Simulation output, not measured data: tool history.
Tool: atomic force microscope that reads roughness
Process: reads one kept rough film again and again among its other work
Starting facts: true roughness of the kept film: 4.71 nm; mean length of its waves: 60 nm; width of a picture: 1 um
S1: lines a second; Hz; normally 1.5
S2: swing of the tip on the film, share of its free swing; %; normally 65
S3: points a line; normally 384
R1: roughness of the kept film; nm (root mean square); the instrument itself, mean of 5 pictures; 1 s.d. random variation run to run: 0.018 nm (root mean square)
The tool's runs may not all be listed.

| run | hour | S1 | S2 | S3 | R1 |
|---|---|---|---|---|---|
| 1 | 0 | 1.5 | 65 | 384 | 4.42 |
|  | 5.1 | height scale calibrated on a step standard |
| 2 | 43.2 | 1.5 | 65 | 384 | 4.435 |
| 3 | 75.8 | 1.5 | 65 | 384 | 4.407 |
|  | 93.5 | new tip fitted |
| 4 | 112.6 | 1.5 | 65 | 384 | 4.584 |
| 5 | 135.1 | 1.5 | 65 | 384 | 4.551 |
| 6 | 167.3 | 0.89 | 65 | 384 | 4.558 |
|  | 172.7 | height scale calibrated on a step standard, once more |
| 7 | 198.8 | 0.89 | 65 | 454 | 4.227 |
| 8 | 240.4 | 0.89 | 65 | 454 | 4.195 |
|  | 252.5 | new tip fitted |
| 9 | 284.7 | 0.89 | 65 | 454 | 4.417 |
| 10 | 322.1 | 0.89 | 71 | 454 | 4.284 |
| 11 | 354 | 1.5 | 65 | 384 | 4.198 |
| 12 | 398.2 | 1.5 | 65 | 384 | 4.151 |
|  | 413 | new tip fitted |
| 13 | 444.5 | 1.5 | 65 | 384 | 4.397 |
| 14 | 466.5 | 1.5 | 65 | 384 | 4.336 |
| 15 | 496.9 | 1.5 | 65 | 384 | 4.29 |
| 16 | 534.7 | 1.5 | 65 | 384 | 4.204 |
|  | 573.1 | new tip fitted |
| 17 | 578.9 | 1.5 | 65 | 384 | 4.419 |
| 18 | 603.5 | 1.5 | 65 | 384 | 4.401 |
| 19 | 652.6 | 1.5 | 65 | 384 | 4.286 |
| 20 | 698.7 | 1.5 | 65 | 384 | 4.204 |
|  | 733.6 | new tip fitted |
| 21 | 734.2 | 1.5 | 65 | 384 | 4.478 |
| 22 | 761.3 | 3.08 | 65 | 384 | 4.257 |
| 23 | 812.5 | 3.08 | 65 | 384 | 4.142 |
| 24 | 848.3 | 3.08 | 65 | 384 | 4.096 |
| 25 | 878.1 | 0.61 | 65 | 384 | 4.253 |
|  | 891.7 | new tip fitted |
| 26 | 930.3 | 0.61 | 65 | 384 | 4.498 |
| 27 | 957.7 | 1.5 | 78 | 384 | 4.164 |
| 28 | 997.1 | 1.5 | 78 | 384 | 4.111 |
| 29 | 1030.2 | 0.53 | 73 | 384 | 4.251 |
|  | 1050.9 | new tip fitted |
| 30 | 1076.2 | 2.88 | 59 | 452 | 4.364 |
| 31 | 1126.4 | 0.95 | 73 | 585 | 4.319 |
| 32 | 1154.9 | 0.95 | 56 | 967 | 4.381 |
| 33 | 1200.3 | 1.28 | 89 | 287 | 3.931 |
|  | 1211.9 | new tip fitted |
| 34 | 1234.7 | 1.23 | 81 | 388 | 4.313 |
| 35 | 1275.9 | 1.23 | 81 | 388 | 4.233 |
| 36 | 1323 | 1.23 | 78 | 584 | 4.157 |
|  | 1370.4 | new tip fitted |
| 37 | 1375 | 1.13 | 80 | 452 | 4.365 |
| 38 | 1405.5 | 0.52 | 74 | 398 | 4.455 |
| 39 | 1456.7 | 1.5 | 62 | 302 | 4.316 |
| 40 | 1489.9 | 1.5 | 80 | 857 | 4.111 |
| 41 | 1514.9 | 0.55 | 82 | 802 | 4.221 |
|  | 1528 | new tip fitted |
| 42 | 1566.6 | 0.55 | 82 | 802 | 4.463 |
| 43 | 1593.5 | 0.55 | 71 | 358 | 4.431 |
| 44 | 1631.7 | 1.5 | 65 | 570 | 4.277 |
| 45 | 1672.4 | 1.5 | 79 | 403 | 4.078 |
|  | 1686.1 | new tip fitted |
| 46 | 1703.8 | 1.5 | 61 | 711 | 4.534 |
| 47 | 1754 | 0.58 | 90 | 470 | 4.301 |
| 48 | 1791.8 | 0.58 | 90 | 470 | 4.223 |
| 49 | 1834.4 | 3.67 | 90 | 567 | 3.351 |
|  | 1845.8 | new tip fitted |
| 50 | 1886.4 | 1.42 | 65 | 384 | 4.415 |
| 51 | 1935.1 | 0.75 | 75 | 1015 | 4.318 |
| 52 | 1958.9 | 1.43 | 65 | 896 | 4.285 |

Below are 4 alternative next runs, each starting from the tool's condition after run 52. Predict each:
|  | 2004.9 | new tip fitted |
| A | 2007.7 | 1.48 | 76 | 706 | ? |
|  | 2004.9 | new tip fitted |
| B | 2007.7 | 0.84 | 72 | 896 | ? |
|  | 2004.9 | new tip fitted |
| C | 2007.7 | 1.5 | 66 | 384 | ? |
|  | 2004.9 | new tip fitted |
| D | 2007.7 | 0.9 | 65 | 626 | ? |

| run | R1 |
|---|---|
| A | 4.428 |
| B | 4.54 |
| C | 4.494 |
| D | 4.572 |
What these runs would have given with no unlogged condition in the tool:
| run | R1 |
|---|---|
| A | 4.343 |
| B | 4.453 |
| C | 4.408 |
| D | 4.485 |
